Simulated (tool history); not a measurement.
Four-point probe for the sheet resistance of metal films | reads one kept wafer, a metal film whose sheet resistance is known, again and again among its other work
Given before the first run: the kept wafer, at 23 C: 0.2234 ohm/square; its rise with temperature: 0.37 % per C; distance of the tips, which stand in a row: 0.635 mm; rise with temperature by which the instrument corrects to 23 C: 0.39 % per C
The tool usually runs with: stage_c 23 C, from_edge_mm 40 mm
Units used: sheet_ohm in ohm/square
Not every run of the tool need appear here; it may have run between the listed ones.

run	hour	stage_c	from_edge_mm	sheet_ohm
1	0	23	40	0.224636
2	53.3	28	40	0.224441
3	78	28	40	0.224445
4	130.8	28	40	0.224443
5	170.5	23	14	0.224958
6	213.8	23	15	0.224877
7	262.8	23	15	0.225019
8	295.4	23	15	0.224903
9	342.3	23	40	0.224677
10	368.2	23	40	0.224775
11	423.1	23	40	0.224788
12	456.5	23	40	0.2249
13	504.5	23	40	0.22482
14	544.4	23	40	0.224809
15	577.6	25	40	0.224826
16	609.4	25	40	0.224815

For run 17, what comes out?
17	654.3	26	23	?

Run 17 produced sheet_ohm 0.224839 ohm/square.
Minus the tool's unlogged condition, the same run would have read sheet_ohm 0.223372 ohm/square.

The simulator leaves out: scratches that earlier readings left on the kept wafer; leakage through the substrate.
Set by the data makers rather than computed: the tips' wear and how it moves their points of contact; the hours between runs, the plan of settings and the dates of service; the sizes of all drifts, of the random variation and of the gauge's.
